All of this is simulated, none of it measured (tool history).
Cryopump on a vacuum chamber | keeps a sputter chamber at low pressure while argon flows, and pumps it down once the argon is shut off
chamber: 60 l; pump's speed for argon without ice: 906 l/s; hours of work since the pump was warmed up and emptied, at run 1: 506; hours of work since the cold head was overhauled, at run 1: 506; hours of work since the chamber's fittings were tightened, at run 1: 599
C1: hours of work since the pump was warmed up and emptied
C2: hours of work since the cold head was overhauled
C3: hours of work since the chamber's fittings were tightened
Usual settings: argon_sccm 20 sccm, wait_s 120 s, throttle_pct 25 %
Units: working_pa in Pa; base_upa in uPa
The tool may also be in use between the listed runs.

Run 1, day 0: usual settings; C1 506; C2 506; C3 599. Result: working_pa 0.1562 Pa, base_upa 1.95 uPa.
Run 2, day 2.2: usual settings but throttle_pct 51 %; C1 534; C2 534; C3 627. Result: working_pa 0.0812 Pa, base_upa 2.04 uPa.
Run 3, day 4.242: usual settings; C1 560; C2 560; C3 653. Result: working_pa 0.1582 Pa, base_upa 2.07 uPa.
Run 4, day 5.808: usual settings; C1 580; C2 580; C3 673. Result: working_pa 0.159 Pa, base_upa 2 uPa.
Run 5, day 8.358: usual settings but wait_s 25 s; C1 613; C2 613; C3 706. Result: working_pa 0.1601 Pa, base_upa 5.93 uPa.
Run 6, day 9.475: usual settings but wait_s 25 s; C1 627; C2 627; C3 720. Result: working_pa 0.159 Pa, base_upa 5.8 uPa.
At day 10.271: pump warmed up, emptied and cooled again.
Run 7, day 12.025: usual settings but throttle_pct 41 %; C1 23; C2 657; C3 750. Result: working_pa 0.0912 Pa, base_upa 1.92 uPa.
Run 8, day 14.675: usual settings but throttle_pct 41 %; C1 57; C2 691; C3 784. Result: working_pa 0.0925 Pa, base_upa 1.97 uPa.
Run 9, day 15.829: usual settings but throttle_pct 41 %; C1 71; C2 706; C3 799. Result: working_pa 0.0927 Pa, base_upa 2.04 uPa.
Run 10, day 17.271: usual settings but throttle_pct 41 %; C1 90; C2 725; C3 818. Result: working_pa 0.092 Pa, base_upa 2.01 uPa.
Run 11, day 19.35: usual settings but throttle_pct 41 %; C1 117; C2 751; C3 844. Result: working_pa 0.0937 Pa, base_upa 2.07 uPa.
Run 12, day 21.783: usual settings but wait_s 113 s, throttle_pct 41 %; C1 148; C2 783; C3 876. Result: working_pa 0.0935 Pa, base_upa 2.11 uPa.
Run 13, day 23.583: usual settings; C1 171; C2 806; C3 899. Result: working_pa 0.1518 Pa, base_upa 2.12 uPa.
Run 14, day 25.196: usual settings but wait_s 147 s; C1 192; C2 826; C3 919. Result: working_pa 0.1537 Pa, base_upa 2.01 uPa.
Run 15, day 26.812: usual settings; C1 212; C2 847; C3 940. Result: working_pa 0.153 Pa, base_upa 2.21 uPa.
Run 16, day 28.025: usual settings but throttle_pct 47 %; C1 228; C2 863; C3 956. Result: working_pa 0.0821 Pa, base_upa 2.24 uPa.
Run 17, day 30.379: usual settings but argon_sccm 39 sccm; C1 258; C2 893; C3 986. Result: working_pa 0.2994 Pa, base_upa 2.26 uPa.
Run 18, day 32.354: usual settings but argon_sccm 39 sccm; C1 284; C2 918; C3 1011. Result: working_pa 0.3004 Pa, base_upa 2.28 uPa.
Run 19, day 34.754: usual settings but argon_sccm 19 sccm, wait_s 91 s, throttle_pct 17 %; C1 314; C2 949; C3 1042. Result: working_pa 0.2143 Pa, base_upa 2.69 uPa.
Run 20, day 36.583: usual settings but argon_sccm 12 sccm, wait_s 33 s, throttle_pct 45 %; C1 338; C2 973; C3 1065. Result: working_pa 0.0535 Pa, base_upa 5.02 uPa.
Run 21, day 39.05: usual settings but argon_sccm 26 sccm, wait_s 55 s, throttle_pct 26 %; C1 369; C2 1004; C3 1097. Result: working_pa 0.196 Pa, base_upa 3.54 uPa.
Run 22, day 40.992: usual settings but argon_sccm 38 sccm, wait_s 132 s, throttle_pct 16 %; C1 394; C2 1029; C3 1122. Result: working_pa 0.4555 Pa, base_upa 2.33 uPa.
Run 23, day 42.846: usual settings but argon_sccm 38 sccm, wait_s 132 s, throttle_pct 16 %; C1 418; C2 1053; C3 1146. Result: working_pa 0.4568 Pa, base_upa 2.46 uPa.
Run 24, day 44.958: usual settings but argon_sccm 38 sccm, wait_s 132 s, throttle_pct 16 %; C1 445; C2 1080; C3 1173. Result: working_pa 0.4567 Pa, base_upa 2.47 uPa.
Run 25, day 46.196: usual settings but argon_sccm 24 sccm, wait_s 31 s, throttle_pct 31 %; C1 461; C2 1096; C3 1189. Result: working_pa 0.1534 Pa, base_upa 5.34 uPa.
Run 26, day 47.571: usual settings but argon_sccm 24 sccm, wait_s 49 s, throttle_pct 55 %; C1 479; C2 1114; C3 1207. Result: working_pa 0.0919 Pa, base_upa 4.03 uPa.
Run 27, day 49.588: usual settings but argon_sccm 28 sccm, wait_s 92 s, throttle_pct 55 %; C1 505; C2 1140; C3 1232. Result: working_pa 0.1071 Pa, base_upa 2.96 uPa.
Run 28, day 50.938: usual settings but argon_sccm 13 sccm, wait_s 202 s; C1 522; C2 1157; C3 1250. Result: working_pa 0.1029 Pa, base_upa 2.21 uPa.
Run 29, day 52.454: usual settings but argon_sccm 13 sccm, wait_s 202 s; C1 542; C2 1176; C3 1269. Result: working_pa 0.103 Pa, base_upa 2.25 uPa.
Run 30, day 54.729: usual settings but argon_sccm 38 sccm, wait_s 190 s, throttle_pct 19 %; C1 571; C2 1206; C3 1298. Result: working_pa 0.3909 Pa, base_upa 2.43 uPa.
Run 31, day 56.508: usual settings but argon_sccm 22 sccm, wait_s 74 s, throttle_pct 18 %; C1 594; C2 1228; C3 1321. Result: working_pa 0.2404 Pa, base_upa 3.47 uPa.
Run 32, day 57.921: usual settings but throttle_pct 20 %; C1 612; C2 1247; C3 1339. Result: working_pa 0.1962 Pa, base_upa 2.85 uPa.
At day 59.833: pump warmed up, emptied and cooled again.
Run 33, day 59.833: usual settings but argon_sccm 8 sccm, wait_s 276 s, throttle_pct 16 %; C1 0; C2 1268; C3 1361. Result: working_pa 0.094 Pa, base_upa 1.89 uPa.

Forecast each of these 4 alternatives for the next run:
Run A, day 62.425: usual settings but argon_sccm 28 sccm, wait_s 22 s, throttle_pct 24 %; C1 33; C2 1302; C3 1395. Result: working_pa ?, base_upa ?.
Run B, day 62.425: usual settings but argon_sccm 29 sccm, wait_s 46 s, throttle_pct 38 %; C1 33; C2 1302; C3 1395. Result: working_pa ?, base_upa ?.
Run C, day 62.425: usual settings but argon_sccm 39 sccm, wait_s 43 s, throttle_pct 47 %; C1 33; C2 1302; C3 1395. Result: working_pa ?, base_upa ?.
Run D, day 62.425: usual settings but argon_sccm 35 sccm, wait_s 141 s, throttle_pct 55 %; C1 33; C2 1302; C3 1395. Result: working_pa ?, base_upa ?.

run  working_pa  base_upa
  A      0.2174      7.03
  B      0.1429      4.09
  C      0.1552      4.17
  D      0.1213      2.35
Without the tool's hidden state the same runs would have given:
run  working_pa  base_upa
  A      0.2159      5.86
  B      0.1414      2.93
  C      0.1532      3.04
  D      0.1194      1.19
